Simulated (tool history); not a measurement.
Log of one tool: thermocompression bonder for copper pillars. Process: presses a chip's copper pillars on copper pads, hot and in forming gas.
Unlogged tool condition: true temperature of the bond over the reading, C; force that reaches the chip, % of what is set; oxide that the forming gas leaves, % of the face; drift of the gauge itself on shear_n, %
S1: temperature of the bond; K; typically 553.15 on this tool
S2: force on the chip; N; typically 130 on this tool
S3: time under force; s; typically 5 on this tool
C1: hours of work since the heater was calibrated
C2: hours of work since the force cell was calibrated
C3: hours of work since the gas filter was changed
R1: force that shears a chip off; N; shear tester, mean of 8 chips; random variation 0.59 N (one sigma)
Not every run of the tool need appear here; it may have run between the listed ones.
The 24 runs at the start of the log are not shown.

Run 25, hour 397.7: usual settings but S2 96 N; C1 723; C2 37; C3 86. Result: R1 34.3 N.
Run 26, hour 413.6: usual settings but S2 96 N; C1 733; C2 47; C3 96. Result: R1 33.7 N.
At hour 426.5: forming gas filter changed.
At hour 435.0: force cell calibrated, once more.
Run 27, hour 437.4: usual settings but S2 96 N; C1 747; C2 2; C3 6. Result: R1 38.6 N.
Run 28, hour 459.2: usual settings but S1 571.15 K, S2 96 N, S3 6 s; C1 761; C2 16; C3 20. Result: R1 48.5 N.
Run 29, hour 471.4: usual settings but S1 571.15 K, S2 96 N, S3 6 s; C1 769; C2 23; C3 28. Result: R1 47.1 N.
Run 30, hour 488.9: usual settings but S2 134 N, S3 11 s; C1 780; C2 35; C3 39. Result: R1 60.8 N.
Run 31, hour 499.5: usual settings but S2 134 N, S3 11 s; C1 787; C2 41; C3 46. Result: R1 60.7 N.
Run 32, hour 509.4: usual settings but S1 546.15 K, S2 134 N, S3 6 s; C1 793; C2 48; C3 52. Result: R1 46.7 N.
Run 33, hour 523.1: usual settings but S1 546.15 K, S2 134 N, S3 6 s; C1 802; C2 57; C3 61. Result: R1 46.2 N.
Run 34, hour 537.5: usual settings but S1 541.15 K, S3 7 s; C1 811; C2 66; C3 70. Result: R1 44.4 N.
Run 35, hour 558.1: usual settings but S1 541.15 K, S3 7 s; C1 825; C2 79; C3 84. Result: R1 44.2 N.
Run 36, hour 577.8: usual settings but S1 541.15 K, S3 7 s; C1 837; C2 92; C3 96. Result: R1 43.4 N.
At hour 592.2: forming gas filter changed.
Run 37, hour 600.1: usual settings but S1 538.15 K, S2 132 N, S3 7 s; C1 851; C2 106; C3 5. Result: R1 46.5 N.
Run 38, hour 621.2: usual settings but S1 538.15 K, S2 132 N, S3 7 s; C1 865; C2 119; C3 19. Result: R1 45.8 N.
Run 39, hour 630.9: usual settings but S1 538.15 K, S2 132 N, S3 7 s; C1 871; C2 126; C3 25. Result: R1 45.9 N.
Run 40, hour 642.0: usual settings but S1 530.15 K, S2 117 N, S3 14 s; C1 878; C2 133; C3 32. Result: R1 51.2 N.

Predict each of these 4 candidate next runs independently; none follows another, all start after run 40:
Run A, hour 662.7: usual settings but S1 566.15 K, S2 80 N; C1 892; C2 146; C3 45. Result: R1 ?.
Run B, hour 662.7: usual settings but S1 564.15 K; C1 892; C2 146; C3 45. Result: R1 ?.
Run C, hour 662.7: usual settings but S1 550.15 K, S2 161 N, S3 11 s; C1 892; C2 146; C3 45. Result: R1 ?.
Run D, hour 662.7: usual settings but S1 527.15 K, S2 142 N, S3 4 s; C1 892; C2 146; C3 45. Result: R1 ?.

run    R1
  A  36.4
  B  49.2
  C  65.5
  D  33.2
Take away the tool's hidden state, keep each run's random variation, and the runs would have read:
run    R1
  A  40.1
  B  54.0
  C  71.6
  D  36.9

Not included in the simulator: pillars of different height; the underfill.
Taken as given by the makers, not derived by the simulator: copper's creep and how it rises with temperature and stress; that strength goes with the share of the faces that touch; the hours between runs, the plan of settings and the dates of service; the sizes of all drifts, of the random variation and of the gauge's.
